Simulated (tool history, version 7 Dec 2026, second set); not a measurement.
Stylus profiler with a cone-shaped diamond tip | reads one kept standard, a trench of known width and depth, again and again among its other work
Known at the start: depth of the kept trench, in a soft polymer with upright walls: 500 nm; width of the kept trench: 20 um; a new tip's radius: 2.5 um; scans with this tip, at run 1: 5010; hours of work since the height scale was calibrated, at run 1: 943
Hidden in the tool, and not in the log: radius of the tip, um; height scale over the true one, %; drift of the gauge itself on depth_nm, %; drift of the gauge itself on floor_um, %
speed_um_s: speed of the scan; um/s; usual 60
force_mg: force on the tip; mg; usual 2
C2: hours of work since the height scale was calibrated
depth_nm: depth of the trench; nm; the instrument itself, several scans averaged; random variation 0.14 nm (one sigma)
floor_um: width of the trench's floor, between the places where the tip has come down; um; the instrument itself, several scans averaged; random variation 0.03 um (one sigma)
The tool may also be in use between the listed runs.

Run 1, hour 0: usual settings; scans with this tip 5010; C2 943. Result: depth_nm 500.91 nm, floor_um 16.18 um.
Run 2, hour 38.7: usual settings; scans with this tip 5097; C2 959. Result: depth_nm 500.6 nm, floor_um 16.14 um.
Run 3, hour 85.7: usual settings; scans with this tip 5201; C2 979. Result: depth_nm 500.68 nm, floor_um 16.08 um.
Run 4, hour 153.7: usual settings but speed_um_s 55 um/s; scans with this tip 5352; C2 1007. Result: depth_nm 500.86 nm, floor_um 16.1 um.
Run 5, hour 195.8: usual settings but speed_um_s 71 um/s; scans with this tip 5446; C2 1025. Result: depth_nm 500.39 nm, floor_um 16 um.
Run 6, hour 240.6: usual settings but speed_um_s 71 um/s; scans with this tip 5546; C2 1043. Result: depth_nm 500.73 nm, floor_um 15.99 um.
Run 7, hour 318.4: usual settings but speed_um_s 71 um/s; scans with this tip 5719; C2 1076. Result: depth_nm 500.33 nm, floor_um 16.07 um.
Run 8, hour 360.9: usual settings; scans with this tip 5813; C2 1094. Result: depth_nm 500.65 nm, floor_um 16.1 um.
Run 9, hour 394.5: usual settings; scans with this tip 5888; C2 1108. Result: depth_nm 500.41 nm, floor_um 16.01 um.
Run 10, hour 442.6: usual settings; scans with this tip 5995; C2 1128. Result: depth_nm 500.51 nm, floor_um 16 um.
Run 11, hour 484.7: usual settings; scans with this tip 6089; C2 1146. Result: depth_nm 500.43 nm, floor_um 15.96 um.
Run 12, hour 548.8: usual settings; scans with this tip 6231; C2 1173. Result: depth_nm 500.23 nm, floor_um 15.99 um.
Run 13, hour 612.4: usual settings; scans with this tip 6373; C2 1199. Result: depth_nm 500.29 nm, floor_um 16.01 um.
Run 14, hour 676.5: usual settings but speed_um_s 37 um/s; scans with this tip 6516; C2 1226. Result: depth_nm 500.16 nm, floor_um 16.04 um.
Run 15, hour 717: usual settings but speed_um_s 73 um/s, force_mg 0.73 mg; scans with this tip 6606; C2 1243. Result: depth_nm 498.72 nm, floor_um 15.86 um.
Run 16, hour 768.8: usual settings but speed_um_s 73 um/s, force_mg 0.73 mg; scans with this tip 6721; C2 1265. Result: depth_nm 498.3 nm, floor_um 15.81 um.
Run 17, hour 821.1: usual settings but force_mg 2.26 mg; scans with this tip 6837; C2 1287. Result: depth_nm 500.22 nm, floor_um 15.93 um.
Run 18, hour 881.6: usual settings but speed_um_s 24 um/s, force_mg 1.02 mg; scans with this tip 6972; C2 1312. Result: depth_nm 498.68 nm, floor_um 15.92 um.
Run 19, hour 936.1: usual settings but speed_um_s 175 um/s, force_mg 1 mg; scans with this tip 7093; C2 1335. Result: depth_nm 498.67 nm, floor_um 15.49 um.
Run 20, hour 1010.6: usual settings but speed_um_s 77 um/s, force_mg 3.75 mg; scans with this tip 7259; C2 1366. Result: depth_nm 501.23 nm, floor_um 15.83 um.
Run 21, hour 1045.5: usual settings but speed_um_s 55 um/s, force_mg 0.76 mg; scans with this tip 7337; C2 1380. Result: depth_nm 497.96 nm, floor_um 15.75 um.
Run 22, hour 1082.2: usual settings but speed_um_s 24 um/s, force_mg 1.13 mg; scans with this tip 7418; C2 1396. Result: depth_nm 498.56 nm, floor_um 15.87 um.
Run 23, hour 1129.1: usual settings but speed_um_s 25 um/s, force_mg 1.05 mg; scans with this tip 7522; C2 1415. Result: depth_nm 498.46 nm, floor_um 15.87 um.
Run 24, hour 1170.7: usual settings but speed_um_s 25 um/s, force_mg 1.05 mg; scans with this tip 7615; C2 1433. Result: depth_nm 498.42 nm, floor_um 15.89 um.
Run 25, hour 1213.1: usual settings but speed_um_s 166 um/s, force_mg 0.94 mg; scans with this tip 7709; C2 1451. Result: depth_nm 498.37 nm, floor_um 15.37 um.
Run 26, hour 1275.9: usual settings but speed_um_s 16 um/s, force_mg 0.94 mg; scans with this tip 7849; C2 1477. Result: depth_nm 498.18 nm, floor_um 15.82 um.
Run 27, hour 1349.9: usual settings but speed_um_s 16 um/s, force_mg 0.94 mg; scans with this tip 8014; C2 1508. Result: depth_nm 498.16 nm, floor_um 15.86 um.

5 ways to go on from here, each from the tool as it stands after run 27. What would each give?
Run A, hour 1385.1: usual settings but speed_um_s 206 um/s, force_mg 5.94 mg; scans with this tip 8092; C2 1523. Result: depth_nm ?, floor_um ?.
Run B, hour 1385.1: usual settings but force_mg 3.92 mg; scans with this tip 8092; C2 1523. Result: depth_nm ?, floor_um ?.
Run C, hour 1385.1: usual settings but speed_um_s 19 um/s, force_mg 0.94 mg; scans with this tip 8092; C2 1523. Result: depth_nm ?, floor_um ?.
Run D, hour 1385.1: usual settings but speed_um_s 70 um/s, force_mg 0.7 mg; scans with this tip 8092; C2 1523. Result: depth_nm ?, floor_um ?.
Run E, hour 1385.1: usual settings but speed_um_s 61 um/s, force_mg 0.94 mg; scans with this tip 8092; C2 1523. Result: depth_nm ?, floor_um ?.

run  depth_nm  floor_um
  A    503.04     15.63
  B    501.48     15.76
  C    498.25     15.78
  D    498.06     15.64
  E    498.06      15.7
Without the tool's hidden state the same runs would have given:
run  depth_nm  floor_um
  A    506.99     16.77
  B    505.42      16.9
  C    502.16     16.92
  D    501.97     16.78
  E    501.97     16.84

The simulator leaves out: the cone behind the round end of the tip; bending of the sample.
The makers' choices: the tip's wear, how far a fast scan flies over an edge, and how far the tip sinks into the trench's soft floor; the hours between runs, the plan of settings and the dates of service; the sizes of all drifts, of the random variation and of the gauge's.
